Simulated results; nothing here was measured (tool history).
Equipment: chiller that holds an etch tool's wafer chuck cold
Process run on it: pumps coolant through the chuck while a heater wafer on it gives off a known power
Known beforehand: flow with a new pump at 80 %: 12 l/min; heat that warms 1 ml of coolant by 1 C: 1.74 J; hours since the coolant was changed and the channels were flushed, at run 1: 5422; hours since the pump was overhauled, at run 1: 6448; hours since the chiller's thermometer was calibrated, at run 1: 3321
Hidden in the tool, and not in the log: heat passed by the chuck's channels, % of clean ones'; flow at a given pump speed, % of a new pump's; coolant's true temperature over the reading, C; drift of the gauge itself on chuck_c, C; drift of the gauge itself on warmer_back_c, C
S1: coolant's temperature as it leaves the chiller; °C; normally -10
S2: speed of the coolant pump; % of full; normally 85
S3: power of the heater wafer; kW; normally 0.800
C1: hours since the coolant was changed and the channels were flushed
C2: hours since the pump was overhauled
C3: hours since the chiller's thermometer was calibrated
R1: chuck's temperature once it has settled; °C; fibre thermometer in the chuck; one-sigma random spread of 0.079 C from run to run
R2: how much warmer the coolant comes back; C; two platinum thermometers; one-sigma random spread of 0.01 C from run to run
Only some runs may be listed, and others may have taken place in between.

run    hour   S1  S2     S3    C1    C2    C3      R1    R2
  1     0.0  -10  85  0.800  5422  6448  3321   -3.53  2.35
  2   143.0  -10  85  0.800  5565  6591  3464   -3.61  2.35
  3   211.9  -10  85  0.800  5634  6660  3533   -3.44  2.36
  4   353.1   -5  85  0.800  5775  6801  3674    1.58  2.38
  5   445.7   -5  85  0.800  5868  6894  3767    1.55  2.36
  6   548.8  -10  85  0.800  5971  6997  3870   -3.23  2.37
      644.7  -- coolant pump overhauled
  7   686.4  -10  77  0.800  6104    42  4002   -3.40  2.39
  8   807.2  -10  77  0.800  6224   163  4123   -3.18  2.37
  9   920.5   -8  85  0.800  6338   276  4236   -1.77  2.16
 10  1058.7   -8  85  0.800  6476   414  4375   -1.56  2.15
 11  1197.5  -10  85  0.800  6615   553  4513   -3.67  2.15
 12  1330.1   -4  77  0.644  6747   685  4646    1.69  1.91
 13  1454.9   -4  77  0.644  6872   810  4771    1.65  1.95
 14  1545.7  -10  85  1.118  6963   901  4862   -0.97  3.03
 15  1640.6  -10  85  1.118  7058   996  4956   -1.12  3.05
     1692.0  -- chiller's thermometer calibrated
 16  1735.7  -10  85  0.439  7152  1090    44   -6.70  1.20
 17  1868.2  -19  69  0.500  7284  1223   176  -14.75  1.69
 18  2018.4  -19  69  0.500  7435  1373   326  -14.70  1.68
 19  2159.1  -19  75  0.831  7575  1513   467  -12.12  2.59
 20  2235.4  -16  75  0.831  7652  1590   543   -9.09  2.58
 21  2348.9  -20  85  0.800  7765  1703   657  -13.76  2.19
 22  2500.1   -6  96  0.615  7916  1854   808   -1.60  1.49

For each entry between runs, how does the tool's hidden state at the last listed run before it compare with that at the first listed run after it?
Runs 6 to 7: coolant pump overhauled (hour 644.7)
  heat passed by the chuck's channels, % of clean ones': 84.6 -> 84.2; flow at a given pump speed, % of a new pump's: 91 -> 100.3; coolant's true temperature over the reading, C: 0.61 -> 0.63
  the result without the hidden state subtracted from the measured one, R1: +1.64 -> +1.36 °C; R2: +0.22 -> -0.01 C
Runs 15 to 16: chiller's thermometer calibrated (hour 1692.0)
  heat passed by the chuck's channels, % of clean ones': 81.7 -> 81.5; flow at a given pump speed, % of a new pump's: 99.1 -> 99; coolant's true temperature over the reading, C: 0.79 -> 0.05
  the result without the hidden state subtracted from the measured one, R1: +2.00 -> +0.54 °C; R2: +0.03 -> +0.01 C
